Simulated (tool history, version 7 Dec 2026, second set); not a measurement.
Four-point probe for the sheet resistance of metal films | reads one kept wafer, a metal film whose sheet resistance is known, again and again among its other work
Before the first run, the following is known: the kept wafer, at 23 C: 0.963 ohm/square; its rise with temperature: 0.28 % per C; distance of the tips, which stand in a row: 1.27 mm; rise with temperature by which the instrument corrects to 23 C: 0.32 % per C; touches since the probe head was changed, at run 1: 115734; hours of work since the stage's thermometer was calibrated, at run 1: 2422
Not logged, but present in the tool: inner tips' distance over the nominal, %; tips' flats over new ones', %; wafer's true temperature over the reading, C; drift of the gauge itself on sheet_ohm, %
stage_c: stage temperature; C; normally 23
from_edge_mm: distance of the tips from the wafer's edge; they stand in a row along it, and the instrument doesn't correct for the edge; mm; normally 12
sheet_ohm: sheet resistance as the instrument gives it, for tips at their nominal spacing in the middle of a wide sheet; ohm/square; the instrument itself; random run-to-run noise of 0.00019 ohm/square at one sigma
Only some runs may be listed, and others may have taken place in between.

run,day,stage_c,from_edge_mm,touches since the probe head was changed,hours of work since the stage's thermometer was calibrated,sheet_ohm
1,0.000,23,12,115734,2422,0.961105
2,4.667,23,12,120171,2483,0.960988
3,7.512,23,12,122878,2520,0.960718
4,9.908,25,12,125156,2551,0.959645
# day 13.500: new probe head fitted
5,14.808,20,12,1246,2614,0.972257
6,19.108,23,12,5335,2670,0.970978
# day 20.146: stage's thermometer calibrated
7,21.508,24,12,7596,18,0.973051
8,25.250,24,12,11154,66,0.972479
9,29.742,24,12,15426,125,0.972085
10,33.967,24,12,19444,180,0.971986
11,36.546,24,12,21897,213,0.971956
12,41.342,23,12,26457,276,0.972145
13,44.129,23,12,29107,312,0.971363
14,47.442,23,12,32259,355,0.971189
15,51.312,23,26,35937,405,0.966785
16,55.238,25,47,39674,456,0.964426
17,59.588,27,4,43810,513,1.011905
18,61.667,23,6,45787,540,0.986920
19,64.912,31,10,48873,582,0.968964
20,67.629,31,5,51456,617,0.992635
21,69.933,24,22,53646,647,0.964935
22,72.842,24,22,56411,685,0.965075
23,75.750,24,22,59179,723,0.964352
24,79.671,23,18,62907,774,0.965547
25,84.629,23,34,67623,839,0.963090
26,87.550,33,12,70399,877,0.964008
27,91.446,23,4,74105,927,1.011029
28,93.729,28,42,76275,957,0.960286
29,96.238,28,6,78662,990,0.982188
30,100.138,20,6,82370,1040,0.985485

Describe how what the log doesn't record of the tool's condition differs between the last listed run preceding each entry between runs and the first listed run following it.
In the gap between runs 4 and 5: new probe head fitted (day 13.500)
  inner tips' distance over the nominal, %: -0.591 -> 0.438; tips' flats over new ones', %: 112 -> 1; wafer's true temperature over the reading, C: -0.84 -> -0.87
  what was measured, less what the result would be without the hidden state, sheet_ohm: -0.008421 -> +0.002232 ohm/square
In the gap between runs 6 and 7: stage's thermometer calibrated (day 20.146)
  inner tips' distance over the nominal, %: 0.413 -> 0.398; tips' flats over new ones', %: 5 -> 7; wafer's true temperature over the reading, C: -0.89 -> 0.08
  what was measured, less what the result would be without the hidden state, sheet_ohm: +0.001928 -> +0.004392 ohm/square

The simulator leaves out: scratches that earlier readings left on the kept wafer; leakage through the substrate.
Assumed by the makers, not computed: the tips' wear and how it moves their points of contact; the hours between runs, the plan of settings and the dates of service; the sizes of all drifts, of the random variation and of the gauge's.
